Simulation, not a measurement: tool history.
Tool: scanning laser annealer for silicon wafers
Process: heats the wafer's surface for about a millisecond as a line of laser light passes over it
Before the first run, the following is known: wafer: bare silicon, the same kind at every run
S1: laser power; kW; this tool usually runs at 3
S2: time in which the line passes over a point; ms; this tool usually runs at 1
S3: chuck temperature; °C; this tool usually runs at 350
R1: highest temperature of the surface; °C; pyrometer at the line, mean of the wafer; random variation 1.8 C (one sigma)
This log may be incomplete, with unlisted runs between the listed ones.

run	day	S1	S2	S3	R1
1	0	3	1	350	1045
2	0.521	3	0.92	350	1019
3	1.008	3	1	350	1044
4	1.421	3	1	334	1033
5	1.871	3	1	388	1083
6	2.358	3	1	388	1086
7	2.612	3	1	378	1071
8	2.992	3	1	378	1070
9	3.292	3	1.22	350	1108
10	3.888	3	1	350	1041
11	4.425	3	1	350	1043
12	4.708	2.992	1	350	1039
13	5.05	2.992	1	350	1039
14	5.446	2.992	1	311	1002
15	5.933	2.712	1	311	933
16	6.275	2.712	1	311	936
17	6.546	2.712	1.19	311	991
18	7.083	2.712	1.19	311	989
19	7.367	3	1	350	1041
20	7.725	3	1	350	1041
21	8.3	3	1	387	1072
22	8.662	3.213	1.12	322	1095
23	9.012	2.891	0.95	350	995
24	9.5	2.891	0.95	350	997
25	9.904	3.217	0.97	390	1111
26	10.371	3.217	0.97	390	1116
27	10.983	3	0.84	372	1005
28	11.296	3	0.72	339	933
29	11.738	3	0.72	380	971
30	12.092	3	0.72	380	966
31	12.354	3	1	361	1046
32	12.867	3.011	1.13	374	1096
33	13.267	3.011	1.13	374	1097
34	13.846	2.785	0.71	374	916
35	14.312	3	1	375	1055
36	14.908	3	1	375	1058
37	15.158	2.834	1.22	350	1056
38	15.704	2.834	1.22	350	1053
39	16.317	2.834	1.18	350	1047
40	16.679	2.834	1.18	350	1046

Here are 4 independent what-if runs from the current tool condition. What would each one return?
A	16.967	3	1.06	364	?
B	16.967	2.81	0.98	383	?
C	16.967	2.803	1	371	?
D	16.967	2.941	1.06	374	?

run	R1
A	1063
B	1016
C	1008
D	1057
What these runs would have given with no unlogged condition in the tool:
run	R1
A	1083
B	1035
C	1026
D	1077
